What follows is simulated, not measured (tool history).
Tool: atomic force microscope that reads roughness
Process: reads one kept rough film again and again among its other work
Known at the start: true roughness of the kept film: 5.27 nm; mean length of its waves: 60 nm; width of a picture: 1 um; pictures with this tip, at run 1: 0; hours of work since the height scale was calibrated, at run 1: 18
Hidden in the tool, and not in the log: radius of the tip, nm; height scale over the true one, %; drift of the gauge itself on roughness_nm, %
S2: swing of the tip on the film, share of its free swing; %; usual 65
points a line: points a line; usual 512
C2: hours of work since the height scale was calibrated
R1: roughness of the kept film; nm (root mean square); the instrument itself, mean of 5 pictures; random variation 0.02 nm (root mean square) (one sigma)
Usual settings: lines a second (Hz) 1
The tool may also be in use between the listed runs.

{"run": 1, "hour": 0.0, "lines a second (Hz)": 1, "S2": 65, "points a line": 512, "pictures with this tip": 0, "C2": 18, "R1": 4.982}
{"run": 2, "hour": 17.4, "lines a second (Hz)": 1, "S2": 65, "points a line": 512, "pictures with this tip": 15, "C2": 28, "R1": 4.881}
{"run": 3, "hour": 31.0, "lines a second (Hz)": 1, "S2": 65, "points a line": 512, "pictures with this tip": 28, "C2": 35, "R1": 4.795}
{"run": 4, "hour": 39.5, "lines a second (Hz)": 1, "S2": 81, "points a line": 512, "pictures with this tip": 35, "C2": 40, "R1": 4.651}
{"run": 5, "hour": 53.3, "lines a second (Hz)": 1, "S2": 81, "points a line": 512, "pictures with this tip": 48, "C2": 47, "R1": 4.595}
{"run": 6, "hour": 67.8, "lines a second (Hz)": 1, "S2": 65, "points a line": 333, "pictures with this tip": 60, "C2": 55, "R1": 4.594}
{"hour": 77.4, "done": "new tip fitted"}
{"run": 7, "hour": 83.4, "lines a second (Hz)": 1, "S2": 65, "points a line": 333, "pictures with this tip": 5, "C2": 63, "R1": 4.931}
{"run": 8, "hour": 96.8, "lines a second (Hz)": 1.63, "S2": 65, "points a line": 512, "pictures with this tip": 17, "C2": 71, "R1": 4.844}
{"run": 9, "hour": 114.1, "lines a second (Hz)": 1, "S2": 60, "points a line": 512, "pictures with this tip": 32, "C2": 80, "R1": 4.793}
{"run": 10, "hour": 124.1, "lines a second (Hz)": 1, "S2": 65, "points a line": 512, "pictures with this tip": 41, "C2": 86, "R1": 4.748}
{"run": 11, "hour": 131.8, "lines a second (Hz)": 1, "S2": 65, "points a line": 512, "pictures with this tip": 48, "C2": 90, "R1": 4.678}
{"run": 12, "hour": 141.0, "lines a second (Hz)": 1, "S2": 79, "points a line": 512, "pictures with this tip": 56, "C2": 95, "R1": 4.541}
{"run": 13, "hour": 148.8, "lines a second (Hz)": 1, "S2": 79, "points a line": 512, "pictures with this tip": 63, "C2": 99, "R1": 4.512}
{"hour": 154.7, "done": "new tip fitted"}
{"run": 14, "hour": 157.9, "lines a second (Hz)": 1, "S2": 65, "points a line": 512, "pictures with this tip": 3, "C2": 104, "R1": 4.962}
{"run": 15, "hour": 170.4, "lines a second (Hz)": 1, "S2": 65, "points a line": 352, "pictures with this tip": 14, "C2": 111, "R1": 4.862}
{"run": 16, "hour": 185.1, "lines a second (Hz)": 1, "S2": 65, "points a line": 512, "pictures with this tip": 27, "C2": 119, "R1": 4.815}
{"run": 17, "hour": 197.7, "lines a second (Hz)": 1, "S2": 83, "points a line": 512, "pictures with this tip": 39, "C2": 126, "R1": 4.632}
{"run": 18, "hour": 208.2, "lines a second (Hz)": 3.67, "S2": 65, "points a line": 512, "pictures with this tip": 48, "C2": 131, "R1": 4.502}
{"run": 19, "hour": 226.2, "lines a second (Hz)": 1, "S2": 65, "points a line": 623, "pictures with this tip": 64, "C2": 141, "R1": 4.563}
{"hour": 231.5, "done": "new tip fitted"}
{"run": 20, "hour": 237.5, "lines a second (Hz)": 1, "S2": 65, "points a line": 623, "pictures with this tip": 6, "C2": 147, "R1": 4.965}
{"run": 21, "hour": 252.2, "lines a second (Hz)": 1, "S2": 65, "points a line": 623, "pictures with this tip": 19, "C2": 155, "R1": 4.88}
{"run": 22, "hour": 266.2, "lines a second (Hz)": 1, "S2": 65, "points a line": 623, "pictures with this tip": 31, "C2": 163, "R1": 4.799}
{"run": 23, "hour": 284.8, "lines a second (Hz)": 1, "S2": 65, "points a line": 623, "pictures with this tip": 48, "C2": 173, "R1": 4.666}
{"run": 24, "hour": 296.2, "lines a second (Hz)": 1, "S2": 65, "points a line": 512, "pictures with this tip": 58, "C2": 179, "R1": 4.62}
{"hour": 307.5, "done": "new tip fitted"}
{"run": 25, "hour": 308.4, "lines a second (Hz)": 1.14, "S2": 65, "points a line": 512, "pictures with this tip": 0, "C2": 186, "R1": 4.966}
{"run": 26, "hour": 319.6, "lines a second (Hz)": 1.14, "S2": 65, "points a line": 512, "pictures with this tip": 10, "C2": 192, "R1": 4.907}
{"run": 27, "hour": 332.6, "lines a second (Hz)": 1.37, "S2": 84, "points a line": 512, "pictures with this tip": 22, "C2": 199, "R1": 4.689}
{"run": 28, "hour": 350.7, "lines a second (Hz)": 2.1, "S2": 67, "points a line": 618, "pictures with this tip": 38, "C2": 209, "R1": 4.66}
{"run": 29, "hour": 368.2, "lines a second (Hz)": 2.1, "S2": 67, "points a line": 618, "pictures with this tip": 54, "C2": 218, "R1": 4.565}
{"run": 30, "hour": 382.0, "lines a second (Hz)": 2.01, "S2": 75, "points a line": 547, "pictures with this tip": 66, "C2": 226, "R1": 4.445}
{"hour": 385.1, "done": "new tip fitted"}
{"run": 31, "hour": 400.9, "lines a second (Hz)": 3.26, "S2": 59, "points a line": 443, "pictures with this tip": 15, "C2": 236, "R1": 4.823}
{"run": 32, "hour": 412.8, "lines a second (Hz)": 3.26, "S2": 85, "points a line": 570, "pictures with this tip": 25, "C2": 243, "R1": 4.363}
{"run": 33, "hour": 429.3, "lines a second (Hz)": 3.26, "S2": 85, "points a line": 570, "pictures with this tip": 40, "C2": 252, "R1": 4.258}
{"run": 34, "hour": 447.2, "lines a second (Hz)": 1.35, "S2": 85, "points a line": 570, "pictures with this tip": 56, "C2": 261, "R1": 4.468}
{"hour": 461.9, "done": "new tip fitted"}
{"run": 35, "hour": 463.3, "lines a second (Hz)": 1.35, "S2": 85, "points a line": 570, "pictures with this tip": 1, "C2": 270, "R1": 4.781}
{"run": 36, "hour": 473.9, "lines a second (Hz)": 2.27, "S2": 75, "points a line": 406, "pictures with this tip": 10, "C2": 276, "R1": 4.71}
{"run": 37, "hour": 483.8, "lines a second (Hz)": 1, "S2": 57, "points a line": 362, "pictures with this tip": 19, "C2": 281, "R1": 4.862}
{"run": 38, "hour": 502.3, "lines a second (Hz)": 1, "S2": 57, "points a line": 362, "pictures with this tip": 36, "C2": 291, "R1": 4.771}
{"run": 39, "hour": 518.6, "lines a second (Hz)": 1, "S2": 57, "points a line": 362, "pictures with this tip": 50, "C2": 300, "R1": 4.661}
{"run": 40, "hour": 533.9, "lines a second (Hz)": 1, "S2": 70, "points a line": 512, "pictures with this tip": 64, "C2": 309, "R1": 4.564}
{"hour": 539.4, "done": "new tip fitted"}
{"run": 41, "hour": 547.9, "lines a second (Hz)": 1.45, "S2": 72, "points a line": 428, "pictures with this tip": 8, "C2": 316, "R1": 4.856}
{"run": 42, "hour": 558.9, "lines a second (Hz)": 1.68, "S2": 65, "points a line": 512, "pictures with this tip": 18, "C2": 322, "R1": 4.781}
{"run": 43, "hour": 568.9, "lines a second (Hz)": 0.7, "S2": 84, "points a line": 440, "pictures with this tip": 27, "C2": 327, "R1": 4.708}
{"run": 44, "hour": 578.8, "lines a second (Hz)": 0.7, "S2": 84, "points a line": 440, "pictures with this tip": 35, "C2": 333, "R1": 4.695}
{"run": 45, "hour": 589.7, "lines a second (Hz)": 0.7, "S2": 84, "points a line": 440, "pictures with this tip": 45, "C2": 339, "R1": 4.616}
{"run": 46, "hour": 600.8, "lines a second (Hz)": 0.71, "S2": 89, "points a line": 924, "pictures with this tip": 55, "C2": 345, "R1": 4.54}
{"run": 47, "hour": 611.4, "lines a second (Hz)": 0.71, "S2": 89, "points a line": 924, "pictures with this tip": 65, "C2": 351, "R1": 4.479}
{"hour": 615.4, "done": "new tip fitted"}
{"run": 48, "hour": 628.8, "lines a second (Hz)": 0.71, "S2": 89, "points a line": 924, "pictures with this tip": 12, "C2": 360, "R1": 4.794}
{"run": 49, "hour": 643.9, "lines a second (Hz)": 1, "S2": 61, "points a line": 512, "pictures with this tip": 25, "C2": 368, "R1": 4.8}
{"run": 50, "hour": 651.6, "lines a second (Hz)": 0.72, "S2": 75, "points a line": 512, "pictures with this tip": 32, "C2": 372, "R1": 4.727}
{"run": 51, "hour": 663.2, "lines a second (Hz)": 2.4, "S2": 82, "points a line": 512, "pictures with this tip": 42, "C2": 379, "R1": 4.401}
{"run": 52, "hour": 679.9, "lines a second (Hz)": 2.4, "S2": 82, "points a line": 512, "pictures with this tip": 57, "C2": 388, "R1": 4.302}

How the hidden state differs across the entries between the runs, from the last listed run before each to the first after it:
Between runs 6 and 7: new tip fitted (hour 77.4)
  radius of the tip, nm: 22 -> 8.3; height scale over the true one, %: -0.04 -> -0.05
  measured less the result without the state, R1: -0.385 -> -0.039 nm (root mean square)
Between runs 13 and 14: new tip fitted (hour 154.7)
  radius of the tip, nm: 23.8 -> 8.1
  measured less the result without the state, R1: -0.426 -> -0.034 nm (root mean square)
Between runs 19 and 20: new tip fitted (hour 231.5)
  radius of the tip, nm: 23.9 -> 8.9
  measured less the result without the state, R1: -0.432 -> -0.056 nm (root mean square)
Between runs 24 and 25: new tip fitted (hour 307.5)
  radius of the tip, nm: 22.2 -> 7.3
  measured less the result without the state, R1: -0.395 -> -0.014 nm (root mean square)
Between runs 30 and 31: new tip fitted (hour 385.1)
  radius of the tip, nm: 23.7 -> 11
  measured less the result without the state, R1: -0.42 -> -0.113 nm (root mean square)
Between runs 34 and 35: new tip fitted (hour 461.9)
  radius of the tip, nm: 21.6 -> 8.1
  measured less the result without the state, R1: -0.371 -> -0.038 nm (root mean square)
Between runs 40 and 41: new tip fitted (hour 539.4)
  radius of the tip, nm: 23.4 -> 9
  measured less the result without the state, R1: -0.426 -> -0.065 nm (root mean square)
Between runs 47 and 48: new tip fitted (hour 615.4)
  radius of the tip, nm: 23.3 -> 10.9; height scale over the true one, %: -0.22 -> -0.23
  measured less the result without the state, R1: -0.416 -> -0.115 nm (root mean square)
